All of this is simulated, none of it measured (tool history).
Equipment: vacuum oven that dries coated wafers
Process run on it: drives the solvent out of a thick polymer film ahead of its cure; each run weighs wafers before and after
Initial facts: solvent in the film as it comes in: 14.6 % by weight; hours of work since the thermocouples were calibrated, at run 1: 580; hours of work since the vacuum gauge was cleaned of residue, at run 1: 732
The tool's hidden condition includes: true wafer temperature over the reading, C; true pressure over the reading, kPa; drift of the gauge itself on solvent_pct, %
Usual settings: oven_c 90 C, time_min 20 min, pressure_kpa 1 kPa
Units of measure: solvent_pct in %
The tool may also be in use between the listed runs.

run   hour  oven_c  time_min  pressure_kpa  hours of work since the thermocouples were calibrated  hours of work since the vacuum gauge was cleaned of residue  solvent_pct
  1      0      90        20             1                                                    580                                                          732          1.9
  2   37.9      90        20             1                                                    600                                                          752         1.93
  3   79.4      90        20             1                                                    622                                                          773         1.93
  4  124.7      90        20             1                                                    646                                                          797         1.83
  5  154.6      90        21             1                                                    661                                                          813         1.74
  6  212.4      90        20          2.57                                                    691                                                          843         2.99
  7  266.7      90        20          2.57                                                    720                                                          871         2.89
  8  318.3      90        20          2.57                                                    747                                                          898         2.97
  9  361.3      76        20             1                                                    769                                                          921         4.74
 10    401      76        20             1                                                    790                                                          942          4.7
 11  445.9      76        20             1                                                    814                                                          965         4.69

Run 12 is up next; what results do you expect?
     449.8  -- vacuum gauge cleaned of residue and calibrated
 12  483.3      76        20             1                                                    832                                                           18            ?

{"run 12": {"solvent_pct": 4.84}}
With no hidden state in the tool, this same run would have given solvent_pct 5.1 %.
